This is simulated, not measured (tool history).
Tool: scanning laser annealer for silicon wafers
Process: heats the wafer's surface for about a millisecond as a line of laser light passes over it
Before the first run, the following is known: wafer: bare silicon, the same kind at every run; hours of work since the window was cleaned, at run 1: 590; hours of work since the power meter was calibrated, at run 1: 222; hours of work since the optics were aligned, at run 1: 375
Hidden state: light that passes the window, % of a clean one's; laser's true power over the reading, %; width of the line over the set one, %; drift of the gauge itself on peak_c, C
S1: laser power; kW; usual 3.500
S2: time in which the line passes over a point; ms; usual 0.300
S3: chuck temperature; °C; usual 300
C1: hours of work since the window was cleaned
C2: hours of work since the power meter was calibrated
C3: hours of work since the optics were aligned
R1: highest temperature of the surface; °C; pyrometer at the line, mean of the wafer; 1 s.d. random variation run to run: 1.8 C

Run 1, day 0.000: usual settings; C1 590; C2 222; C3 375. Result: R1 978 °C.
Run 2, day 0.967: usual settings; C1 607; C2 239; C3 392. Result: R1 976 °C.
Run 3, day 2.292: usual settings; C1 630; C2 262; C3 415. Result: R1 976 °C.
Run 4, day 3.700: usual settings; C1 655; C2 287; C3 440. Result: R1 971 °C.
Run 5, day 5.208: usual settings; C1 681; C2 313; C3 466. Result: R1 970 °C.
Run 6, day 6.883: usual settings but S2 0.249 ms; C1 710; C2 343; C3 496. Result: R1 917 °C.
Run 7, day 7.821: usual settings but S2 0.249 ms; C1 727; C2 359; C3 512. Result: R1 914 °C.
Run 8, day 9.512: usual settings but S1 3.798 kW; C1 756; C2 389; C3 542. Result: R1 1038 °C.
Run 9, day 10.671: usual settings but S2 0.213 ms; C1 777; C2 409; C3 562. Result: R1 868 °C.
Run 10, day 12.096: usual settings but S2 0.213 ms; C1 802; C2 434; C3 587. Result: R1 867 °C.
Run 11, day 13.712: usual settings but S2 0.213 ms; C1 830; C2 462; C3 615. Result: R1 863 °C.
Run 12, day 15.583: usual settings but S2 0.213 ms; C1 863; C2 495; C3 648. Result: R1 861 °C.
Run 13, day 17.296: usual settings; C1 893; C2 525; C3 678. Result: R1 958 °C.
Run 14, day 19.350: usual settings but S3 334 °C; C1 929; C2 561; C3 714. Result: R1 994 °C.
Run 15, day 20.633: usual settings but S3 334 °C; C1 951; C2 583; C3 736. Result: R1 993 °C.
Run 16, day 21.708: usual settings but S3 334 °C; C1 970; C2 602; C3 755. Result: R1 990 °C.
At day 23.204: window over the wafer cleaned.
Run 17, day 23.458: usual settings but S3 334 °C; C1 4; C2 631; C3 784. Result: R1 1034 °C.
Run 18, day 25.546: usual settings but S3 334 °C; C1 41; C2 668; C3 821. Result: R1 1034 °C.
Run 19, day 26.854: usual settings but S2 0.304 ms; C1 64; C2 691; C3 844. Result: R1 1003 °C.
Run 20, day 28.579: usual settings but S1 3.293 kW, S2 0.234 ms, S3 325 °C; C1 94; C2 721; C3 874. Result: R1 898 °C.
Run 21, day 30.246: usual settings but S1 3.037 kW, S2 0.266 ms, S3 266 °C; C1 123; C2 750; C3 903. Result: R1 822 °C.
Run 22, day 31.346: usual settings but S1 3.037 kW, S2 0.376 ms, S3 280 °C; C1 142; C2 769; C3 922. Result: R1 931 °C.
Run 23, day 32.729: usual settings but S1 3.360 kW, S2 0.376 ms, S3 325 °C; C1 167; C2 793; C3 946. Result: R1 1059 °C.
Run 24, day 34.079: usual settings but S1 3.831 kW, S2 0.376 ms, S3 334 °C; C1 190; C2 817; C3 970. Result: R1 1189 °C.
Run 25, day 35.508: usual settings but S1 3.379 kW, S2 0.268 ms, S3 310 °C; C1 215; C2 842; C3 995. Result: R1 935 °C.
Run 26, day 37.629: usual settings but S1 3.379 kW, S2 0.249 ms, S3 298 °C; C1 252; C2 879; C3 1032. Result: R1 898 °C.
Run 27, day 39.162: usual settings but S1 3.439 kW, S2 0.315 ms, S3 298 °C; C1 279; C2 906; C3 1059. Result: R1 984 °C.
Run 28, day 40.542: usual settings but S1 3.583 kW, S2 0.234 ms, S3 266 °C; C1 303; C2 930; C3 1083. Result: R1 889 °C.
Run 29, day 41.904: usual settings but S1 3.721 kW, S2 0.290 ms, S3 266 °C; C1 327; C2 954; C3 1107. Result: R1 988 °C.
Run 30, day 43.833: usual settings but S1 3.721 kW, S2 0.290 ms, S3 266 °C; C1 361; C2 988; C3 1141. Result: R1 987 °C.
Run 31, day 45.988: usual settings but S1 3.030 kW, S2 0.358 ms, S3 312 °C; C1 399; C2 1025; C3 1178. Result: R1 935 °C.
Run 32, day 47.175: usual settings but S1 3.793 kW, S2 0.216 ms, S3 329 °C; C1 419; C2 1046; C3 1199. Result: R1 967 °C.
Run 33, day 48.604: usual settings but S1 3.793 kW, S2 0.266 ms, S3 329 °C; C1 444; C2 1071; C3 1224. Result: R1 1031 °C.
Run 34, day 50.238: usual settings but S1 3.534 kW, S2 0.213 ms, S3 293 °C; C1 473; C2 1100; C3 1253. Result: R1 869 °C.
Run 35, day 51.346: usual settings but S1 3.534 kW, S2 0.213 ms, S3 293 °C; C1 492; C2 1119; C3 1272. Result: R1 870 °C.
Run 36, day 52.783: usual settings but S1 3.534 kW, S2 0.213 ms, S3 293 °C; C1 518; C2 1144; C3 1297. Result: R1 870 °C.
Run 37, day 53.938: usual settings but S1 3.009 kW, S2 0.358 ms, S3 263 °C; C1 538; C2 1165; C3 1318. Result: R1 878 °C.

Below are 4 alternative next runs, each starting from the tool's condition after run 37. Predict each:
Run A, day 55.838: usual settings but S1 3.432 kW, S2 0.358 ms, S3 305 °C; C1 571; C2 1198; C3 1351. Result: R1 ?.
Run B, day 55.838: usual settings but S3 322 °C; C1 571; C2 1198; C3 1351. Result: R1 ?.
Run C, day 55.838: usual settings but S1 3.719 kW, S2 0.302 ms, S3 279 °C; C1 571; C2 1198; C3 1351. Result: R1 ?.
Run D, day 55.838: usual settings but S1 3.329 kW, S2 0.328 ms, S3 263 °C; C1 571; C2 1198; C3 1351. Result: R1 ?.

run    R1
  A  1018
  B   993
  C  1003
  D   921
With the hidden condition removed and each run's random variation left untouched, the same runs would have given:
run    R1
  A  1061
  B  1033
  C  1046
  D   961

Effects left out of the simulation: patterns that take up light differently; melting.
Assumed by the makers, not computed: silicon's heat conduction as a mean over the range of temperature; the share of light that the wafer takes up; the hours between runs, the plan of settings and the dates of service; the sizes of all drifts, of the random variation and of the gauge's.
